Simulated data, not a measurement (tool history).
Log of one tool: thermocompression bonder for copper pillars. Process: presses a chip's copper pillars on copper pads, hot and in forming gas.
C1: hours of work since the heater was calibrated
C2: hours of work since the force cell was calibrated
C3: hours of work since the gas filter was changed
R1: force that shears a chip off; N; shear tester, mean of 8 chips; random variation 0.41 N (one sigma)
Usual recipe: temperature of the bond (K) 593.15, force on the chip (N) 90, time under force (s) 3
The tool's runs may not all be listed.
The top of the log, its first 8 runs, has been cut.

Run 9, hour 445.7: usual settings but force on the chip (N) 66; C1 519; C2 302; C3 287. Result: R1 95 N.
At hour 496: forming gas filter changed.
Run 10, hour 506.1: usual settings but force on the chip (N) 66; C1 544; C2 327; C3 4. Result: R1 95.4 N.
Run 11, hour 537.3: usual settings but temperature of the bond (K) 618.15; C1 557; C2 339; C3 17. Result: R1 124.8 N.
Run 12, hour 605.4: usual settings but temperature of the bond (K) 618.15; C1 585; C2 368; C3 45. Result: R1 123.9 N.
Run 13, hour 660.5: usual settings; C1 608; C2 390; C3 68. Result: R1 106.5 N.
Run 14, hour 716.6: usual settings but time under force (s) 8; C1 631; C2 414; C3 91. Result: R1 129.6 N.
Run 15, hour 774.1: usual settings but force on the chip (N) 127; C1 655; C2 437; C3 115. Result: R1 118.2 N.
Run 16, hour 821.4: usual settings but force on the chip (N) 127; C1 674; C2 457; C3 135. Result: R1 118 N.
Run 17, hour 884: usual settings but time under force (s) 7; C1 700; C2 483; C3 160. Result: R1 126.7 N.
Run 18, hour 941.8: usual settings; C1 724; C2 507; C3 184. Result: R1 106.2 N.
Run 19, hour 1001.3: usual settings; C1 749; C2 531; C3 209. Result: R1 106.6 N.
Run 20, hour 1034.7: usual settings; C1 762; C2 545; C3 223. Result: R1 106.4 N.
Run 21, hour 1098.4: usual settings but temperature of the bond (K) 594.15, force on the chip (N) 129, time under force (s) 9; C1 789; C2 571; C3 249. Result: R1 139.9 N.
Run 22, hour 1134.6: usual settings but temperature of the bond (K) 594.15, force on the chip (N) 129, time under force (s) 9; C1 804; C2 586; C3 264. Result: R1 140.5 N.
At hour 1152.2: heater calibrated with a thermocouple chip.
Run 23, hour 1168.8: usual settings but temperature of the bond (K) 594.15, force on the chip (N) 129, time under force (s) 9; C1 7; C2 600; C3 277. Result: R1 139.6 N.
Run 24, hour 1232.2: usual settings but temperature of the bond (K) 617.15, force on the chip (N) 82, time under force (s) 5; C1 33; C2 626; C3 304. Result: R1 131.7 N.
At hour 1239: forming gas filter changed.
Run 25, hour 1286: usual settings but temperature of the bond (K) 617.15, force on the chip (N) 82, time under force (s) 5; C1 55; C2 648; C3 19. Result: R1 131.5 N.
Run 26, hour 1324.2: usual settings but temperature of the bond (K) 617.15, force on the chip (N) 99, time under force (s) 2; C1 71; C2 664; C3 35. Result: R1 117.3 N.
Run 27, hour 1381.7: usual settings but temperature of the bond (K) 617.15, force on the chip (N) 99, time under force (s) 4; C1 95; C2 688; C3 59. Result: R1 131.3 N.
Run 28, hour 1418.4: usual settings but temperature of the bond (K) 617.15, force on the chip (N) 99, time under force (s) 4; C1 110; C2 703; C3 74. Result: R1 132.2 N.
Run 29, hour 1480.5: usual settings but temperature of the bond (K) 577.15, time under force (s) 5; C1 136; C2 728; C3 100. Result: R1 106.9 N.
Run 30, hour 1525.8: usual settings but temperature of the bond (K) 576.15, force on the chip (N) 127, time under force (s) 2; C1 154; C2 747; C3 119. Result: R1 93.8 N.
Run 31, hour 1576.7: usual settings but temperature of the bond (K) 576.15, force on the chip (N) 127, time under force (s) 2; C1 175; C2 768; C3 140. Result: R1 92.8 N.
Run 32, hour 1614.8: usual settings but temperature of the bond (K) 576.15, force on the chip (N) 127, time under force (s) 2; C1 191; C2 784; C3 155. Result: R1 93.6 N.
Run 33, hour 1644.8: usual settings but temperature of the bond (K) 621.15, force on the chip (N) 82, time under force (s) 5; C1 203; C2 796; C3 168. Result: R1 134.3 N.

Run 34 is up next; what results do you expect?
Run 34, hour 1677: usual settings but temperature of the bond (K) 589.15, force on the chip (N) 68, time under force (s) 5; C1 217; C2 810; C3 181. Result: R1 ?.

Run 34 gave R1 106.8 N.
With no hidden state in the tool, this same run would have given R1 106.9 N.

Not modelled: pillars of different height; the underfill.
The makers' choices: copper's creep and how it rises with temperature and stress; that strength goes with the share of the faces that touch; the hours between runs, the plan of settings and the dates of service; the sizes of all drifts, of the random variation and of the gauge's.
